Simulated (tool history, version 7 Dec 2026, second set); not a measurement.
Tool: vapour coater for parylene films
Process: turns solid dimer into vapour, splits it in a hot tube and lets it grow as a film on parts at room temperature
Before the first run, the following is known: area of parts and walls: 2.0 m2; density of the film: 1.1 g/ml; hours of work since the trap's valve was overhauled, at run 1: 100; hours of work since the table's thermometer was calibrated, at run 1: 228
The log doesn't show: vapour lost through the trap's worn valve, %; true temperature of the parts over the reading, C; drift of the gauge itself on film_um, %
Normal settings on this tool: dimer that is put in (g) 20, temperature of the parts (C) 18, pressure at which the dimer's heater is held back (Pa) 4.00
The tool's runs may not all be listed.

run	day	dimer that is put in (g)	temperature of the parts (C)	pressure at which the dimer's heater is held back (Pa)	hours of work since the trap's valve was overhauled	hours of work since the table's thermometer was calibrated	thickness of the film (µm)
1	0.000	20	18	4.00	100	228	7.19
2	0.808	20	18	4.00	111	238	7.05
3	1.808	20	18	2.60	124	252	7.77
4	2.662	20	18	2.60	136	263	7.80
5	3.521	22	18	4.00	147	274	7.73
6	4.162	20	18	6.01	156	283	6.47
7	5.196	20	18	6.01	169	297	6.37
8	5.967	20	18	6.01	180	307	6.45
9	6.642	20	18	6.01	189	316	6.32
10	7.646	19	18	4.00	202	329	6.59
11	8.846	19	18	4.00	218	345	6.61
12	10.279	33	18	2.47	237	365	12.60
13	11.738	33	18	2.47	257	384	12.51
14	12.438	20	11	4.00	266	393	7.58
15	13.896	33	12	3.83	285	413	12.42
16	15.192	8	24	5.17	302	430	2.30
17	16.554	24	15	4.01	321	448	8.31
18	17.971	9	23	11.78	339	467	2.18
19	19.421	28	16	3.31	359	486	10.07
20	20.150	28	16	10.42	369	496	7.69

Subtracting, for every run, the result it would have given without the tool's unlogged condition from the measured result gives the following. The same run-to-run variation enters both numbers; the gauge's scatter may not:
run	thickness of the film (µm)
1	-0.34
2	-0.36
3	-0.43
4	-0.46
5	-0.48
6	-0.43
7	-0.45
8	-0.47
9	-0.48
10	-0.54
11	-0.58
12	-1.17
13	-1.26
14	-0.80
15	-1.38
16	-0.28
17	-1.04
18	-0.28
19	-1.40
20	-1.11

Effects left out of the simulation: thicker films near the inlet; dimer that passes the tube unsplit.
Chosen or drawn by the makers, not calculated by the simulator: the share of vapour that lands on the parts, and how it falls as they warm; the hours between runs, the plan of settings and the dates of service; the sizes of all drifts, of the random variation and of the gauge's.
